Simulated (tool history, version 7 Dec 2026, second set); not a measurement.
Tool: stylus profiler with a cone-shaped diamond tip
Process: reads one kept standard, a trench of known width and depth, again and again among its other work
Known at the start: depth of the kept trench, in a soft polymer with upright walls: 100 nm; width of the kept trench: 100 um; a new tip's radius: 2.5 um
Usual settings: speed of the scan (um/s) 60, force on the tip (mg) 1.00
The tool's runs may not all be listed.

run	day	speed of the scan (um/s)	force on the tip (mg)	depth of the trench (nm)	width of the trench's floor (nm)
1	0.000	60	1.00	100.17	97560
2	1.229	60	1.00	100.23	97640
3	2.667	60	1.00	100.18	97560
4	3.692	60	2.41	100.56	97750
# day 3.771: height scale calibrated on a step standard
5	4.608	60	1.00	100.18	97520
6	5.292	60	0.99	100.17	97540
7	6.154	129	1.10	100.20	96890
8	6.871	129	1.10	100.21	96880
9	7.738	181	1.10	100.22	96370
# day 8.750: height scale calibrated on a step standard, once more
10	8.971	38	1.00	100.51	97640
11	10.196	28	2.48	100.86	97850

Hidden state or all else? Some run-to-run changes of depth of the trench (nm), split into what the settings, what came in and random variation would give without the hidden state, and what is left for the hidden state (with any gauge scatter that isn't in both results):
The hidden state here: radius of the tip, um; height scale over the true one, %; drift of the gauge itself on depth_nm, %; drift of the gauge itself on floor_um, %.
Run 3 -> 4: force on the tip (mg) 1.00 -> 2.41. depth of the trench (nm) +0.38: hidden state -0.01, all else +0.39.
Run 9 -> 10: speed of the scan (um/s) 181 -> 38, force on the tip (mg) 1.10 -> 1.00, height scale calibrated on a step standard, once more. depth of the trench (nm) +0.29: hidden state +0.33, all else -0.04.
